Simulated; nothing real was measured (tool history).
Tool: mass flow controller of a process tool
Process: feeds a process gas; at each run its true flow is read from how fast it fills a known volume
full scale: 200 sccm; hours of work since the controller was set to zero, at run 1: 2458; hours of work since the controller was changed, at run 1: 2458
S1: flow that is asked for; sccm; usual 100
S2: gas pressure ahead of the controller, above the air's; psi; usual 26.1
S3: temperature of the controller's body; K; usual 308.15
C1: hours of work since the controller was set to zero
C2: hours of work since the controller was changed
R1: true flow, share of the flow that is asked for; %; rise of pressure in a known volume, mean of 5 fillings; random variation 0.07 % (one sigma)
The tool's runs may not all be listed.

| run | hour | S1 | S2 | S3 | C1 | C2 | R1 |
|---|---|---|---|---|---|---|---|
| 1 | 0.0 | 100 | 26.1 | 308.15 | 2458 | 2458 | 98.97 |
| 2 | 114.7 | 100 | 26.1 | 308.15 | 2524 | 2524 | 98.90 |
| 3 | 196.2 | 100 | 26.1 | 308.15 | 2570 | 2570 | 98.94 |
| 4 | 273.0 | 100 | 26.1 | 310.15 | 2614 | 2614 | 98.99 |
| 5 | 364.9 | 71 | 26.1 | 308.15 | 2667 | 2667 | 98.39 |
| 6 | 464.4 | 71 | 26.1 | 308.15 | 2724 | 2724 | 98.35 |
| 7 | 565.0 | 71 | 26.1 | 308.15 | 2781 | 2781 | 98.31 |
| 8 | 661.1 | 100 | 26.1 | 310.15 | 2836 | 2836 | 99.04 |
| 9 | 763.6 | 100 | 26.1 | 308.15 | 2895 | 2895 | 98.93 |
| 10 | 862.6 | 100 | 26.1 | 308.15 | 2952 | 2952 | 98.85 |
| 11 | 969.4 | 100 | 26.1 | 308.15 | 3013 | 3013 | 98.82 |
| 12 | 1026.7 | 100 | 26.1 | 308.15 | 3046 | 3046 | 98.91 |
| 13 | 1132.2 | 100 | 26.1 | 308.15 | 3106 | 3106 | 98.77 |
| 14 | 1244.6 | 100 | 26.1 | 308.15 | 3170 | 3170 | 98.93 |
| 15 | 1306.4 | 100 | 26.1 | 308.15 | 3206 | 3206 | 98.84 |
| 16 | 1381.2 | 103 | 26.1 | 308.15 | 3249 | 3249 | 99.12 |
| 17 | 1440.5 | 100 | 31.8 | 311.15 | 3282 | 3282 | 99.21 |
| 18 | 1494.0 | 100 | 34.1 | 308.15 | 3313 | 3313 | 98.99 |
| 19 | 1604.8 | 85 | 21.0 | 308.15 | 3377 | 3377 | 98.56 |
| 20 | 1656.4 | 117 | 23.9 | 309.15 | 3406 | 3406 | 99.06 |
| 21 | 1720.6 | 42 | 23.9 | 303.15 | 3443 | 3443 | 97.48 |
| 22 | 1806.0 | 42 | 26.3 | 299.15 | 3492 | 3492 | 97.23 |
| 23 | 1892.3 | 46 | 38.6 | 294.15 | 3541 | 3541 | 97.36 |

Forecast each of these 4 alternatives for the next run:
| A | 2001.2 | 100 | 32.5 | 302.15 | 3603 | 3603 | ? |
| B | 2001.2 | 154 | 26.8 | 294.15 | 3603 | 3603 | ? |
| C | 2001.2 | 39 | 27.4 | 296.15 | 3603 | 3603 | ? |
| D | 2001.2 | 146 | 38.6 | 294.15 | 3603 | 3603 | ? |

| run | R1 |
|---|---|
| A | 98.55 |
| B | 98.90 |
| C | 97.12 |
| D | 99.15 |
Without the tool's hidden state the same runs would have given:
| run | R1 |
|---|---|
| A | 98.56 |
| B | 98.91 |
| C | 97.15 |
| D | 99.16 |
